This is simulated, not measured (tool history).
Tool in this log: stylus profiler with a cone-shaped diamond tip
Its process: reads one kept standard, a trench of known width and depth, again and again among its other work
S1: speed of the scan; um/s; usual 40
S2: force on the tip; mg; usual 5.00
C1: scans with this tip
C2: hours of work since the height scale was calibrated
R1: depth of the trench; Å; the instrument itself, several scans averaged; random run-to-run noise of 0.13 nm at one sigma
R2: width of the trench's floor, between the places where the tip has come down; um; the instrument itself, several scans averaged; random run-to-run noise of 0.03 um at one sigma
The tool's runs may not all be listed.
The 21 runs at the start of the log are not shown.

Run 22, hour 1007.1: usual settings but S1 145 um/s, S2 9.33 mg; C1 13505; C2 429. Result: R1 5112.8 Å, R2 44.57 um.
Run 23, hour 1037.8: usual settings but S1 145 um/s, S2 9.33 mg; C1 13729; C2 451. Result: R1 5116.7 Å, R2 44.57 um.
Run 24, hour 1098.8: usual settings but S2 2.78 mg; C1 14175; C2 495. Result: R1 5058.7 Å, R2 44.70 um.
Run 25, hour 1154.6: usual settings but S2 2.78 mg; C1 14583; C2 534. Result: R1 5058.8 Å, R2 44.64 um.
Run 26, hour 1186.0: usual settings but S1 19 um/s; C1 14813; C2 556. Result: R1 5083.2 Å, R2 44.75 um.
Run 27, hour 1248.9: usual settings but S1 19 um/s; C1 15273; C2 601. Result: R1 5084.5 Å, R2 44.70 um.
Run 28, hour 1305.8: usual settings but S1 19 um/s; C1 15689; C2 641. Result: R1 5084.4 Å, R2 44.61 um.
Run 29, hour 1336.2: usual settings but S1 32 um/s; C1 15911; C2 663. Result: R1 5086.1 Å, R2 44.56 um.
Run 30, hour 1401.7: usual settings but S1 50 um/s, S2 3.60 mg; C1 16390; C2 710. Result: R1 5070.8 Å, R2 44.39 um.
Run 31, hour 1434.9: usual settings but S1 18 um/s, S2 2.03 mg; C1 16633; C2 733. Result: R1 5055.0 Å, R2 44.47 um.
At hour 1476.2: new tip fitted, height scale calibrated.
Run 32, hour 1502.3: usual settings but S1 70 um/s, S2 2.74 mg; C1 191; C2 19. Result: R1 5046.3 Å, R2 46.63 um.
Run 33, hour 1545.5: usual settings but S1 19 um/s, S2 1.87 mg; C1 507; C2 49. Result: R1 5039.7 Å, R2 46.83 um.
Run 34, hour 1581.8: usual settings but S1 19 um/s, S2 1.87 mg; C1 772; C2 75. Result: R1 5038.2 Å, R2 46.79 um.
Run 35, hour 1631.1: usual settings but S2 6.42 mg; C1 1132; C2 110. Result: R1 5084.9 Å, R2 46.64 um.

Branching from run 35: 5 alternative next runs. What would each branch give?
Run A, hour 1677.1: usual settings but S1 13 um/s, S2 13.40 mg; C1 1469; C2 143. Result: R1 ?, R2 ?.
Run B, hour 1677.1: usual settings but S2 8.80 mg; C1 1469; C2 143. Result: R1 ?, R2 ?.
Run C, hour 1677.1: usual settings but S2 1.89 mg; C1 1469; C2 143. Result: R1 ?, R2 ?.
Run D, hour 1677.1: usual settings but S1 127 um/s, S2 2.70 mg; C1 1469; C2 143. Result: R1 ?, R2 ?.
Run E, hour 1677.1: usual settings but S1 13 um/s, S2 2.44 mg; C1 1469; C2 143. Result: R1 ?, R2 ?.

run      R1     R2
  A  5136.4  46.71
  B  5105.1  46.59
  C  5040.5  46.59
  D  5051.4  46.11
  E  5047.6  46.68
With no hidden state in the tool, these same runs would have given:
run      R1     R2
  A  5132.4  46.96
  B  5101.1  46.83
  C  5036.6  46.84
  D  5047.5  46.36
  E  5043.7  46.93

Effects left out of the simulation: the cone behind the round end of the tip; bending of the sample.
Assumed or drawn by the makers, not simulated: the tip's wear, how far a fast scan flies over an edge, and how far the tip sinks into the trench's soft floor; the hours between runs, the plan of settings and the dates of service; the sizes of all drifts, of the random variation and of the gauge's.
